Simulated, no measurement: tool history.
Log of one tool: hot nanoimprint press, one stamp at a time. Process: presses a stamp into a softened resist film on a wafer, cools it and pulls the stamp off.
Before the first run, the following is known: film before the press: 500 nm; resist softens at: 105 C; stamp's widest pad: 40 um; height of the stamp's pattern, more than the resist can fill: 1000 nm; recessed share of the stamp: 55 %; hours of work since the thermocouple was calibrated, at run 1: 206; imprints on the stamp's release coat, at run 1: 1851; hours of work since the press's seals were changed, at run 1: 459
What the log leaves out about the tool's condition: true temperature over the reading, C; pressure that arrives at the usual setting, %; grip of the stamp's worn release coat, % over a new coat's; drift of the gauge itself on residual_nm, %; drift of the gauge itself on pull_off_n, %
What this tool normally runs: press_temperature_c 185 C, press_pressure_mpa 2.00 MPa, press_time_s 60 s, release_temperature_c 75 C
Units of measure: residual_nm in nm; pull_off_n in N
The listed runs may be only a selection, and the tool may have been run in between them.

run,hour,press_temperature_c,press_pressure_mpa,press_time_s,release_temperature_c,hours of work since the thermocouple was calibrated,imprints on the stamp's release coat,hours of work since the press's seals were changed,residual_nm,pull_off_n
1,0.0,185,2.00,60,75,206,1851,459,206.9,113
# hour 15.1: stamp cleaned and given a new release coat
2,97.4,185,2.00,60,83,266,379,519,205.9,100
3,164.5,185,2.00,60,83,310,688,562,206.5,100
4,259.3,185,2.00,34,83,372,1125,624,253.9,96
5,358.1,185,2.00,34,83,436,1580,689,254.2,100
# hour 392.7: press's hydraulic seals changed and the load cell set to zero
# hour 435.5: stamp cleaned and given a new release coat
6,464.5,185,2.00,60,75,496,134,43,205.0,117
7,519.8,185,2.00,60,75,533,389,79,204.1,114
8,568.5,185,2.00,60,75,564,613,111,204.6,112
9,618.2,185,2.00,60,75,597,842,143,205.8,118
# hour 629.2: plate thermocouple calibrated
10,699.2,185,2.00,60,75,46,1202,194,203.9,116
11,769.2,185,2.00,60,75,91,1524,240,204.2,111
# hour 849.6: stamp cleaned and given a new release coat
12,855.8,185,2.00,60,75,144,29,292,202.6,113
13,904.3,179,2.00,60,75,176,252,324,270.7,108
14,984.1,185,2.00,60,75,228,620,376,203.8,116
15,1046.1,185,2.00,60,75,268,905,417,203.1,112
16,1101.1,175,1.54,60,67,304,1159,452,348.2,127
17,1153.2,185,2.00,62,81,338,1399,486,199.4,106
18,1239.7,185,2.09,60,75,394,1797,543,199.4,114
# hour 1263.4: stamp cleaned and given a new release coat
19,1299.4,185,2.09,60,75,429,165,578,199.0,112
20,1341.5,185,2.09,60,75,457,359,605,198.3,108
21,1440.6,185,2.09,60,75,522,816,670,200.5,118
# hour 1503.3: press's hydraulic seals changed and the load cell set to zero
22,1539.7,185,1.51,61,79,581,1236,24,229.3,101
# hour 1572.5: plate thermocouple calibrated
23,1617.4,185,2.00,60,69,29,1580,72,201.0,127
# hour 1684.5: stamp cleaned and given a new release coat
24,1710.2,191,2.32,53,67,86,119,129,147.7,127
25,1775.8,177,2.00,60,72,129,421,172,295.0,119
26,1866.5,177,1.29,60,79,188,839,231,337.9,110
27,1931.3,177,1.29,60,79,230,1138,273,340.2,105
28,2023.0,189,2.67,41,63,290,1560,333,168.8,137

Below are 5 alternative next runs, each starting from the tool's condition after run 28. Predict each:
# hour 2095.9: stamp cleaned and given a new release coat
A,2110.1,177,2.67,32,63,343,65,386,?,?
# hour 2095.9: stamp cleaned and given a new release coat
B,2110.1,185,2.36,41,63,343,65,386,?,?
# hour 2095.9: stamp cleaned and given a new release coat
C,2110.1,189,2.00,112,75,343,65,386,?,?
# hour 2095.9: stamp cleaned and given a new release coat
D,2110.1,185,2.00,32,73,343,65,386,?,?
# hour 2095.9: stamp cleaned and given a new release coat
E,2110.1,185,2.00,111,65,343,65,386,?,?

run,residual_nm,pull_off_n
A,321.6,134
B,217.5,129
C,128.0,112
D,254.9,115
E,156.4,126
Stripped of hidden state, with their random variation kept, the same runs would have yielded:
run,residual_nm,pull_off_n
A,327.1,134
B,221.2,129
C,130.1,112
D,259.3,115
E,159.1,125
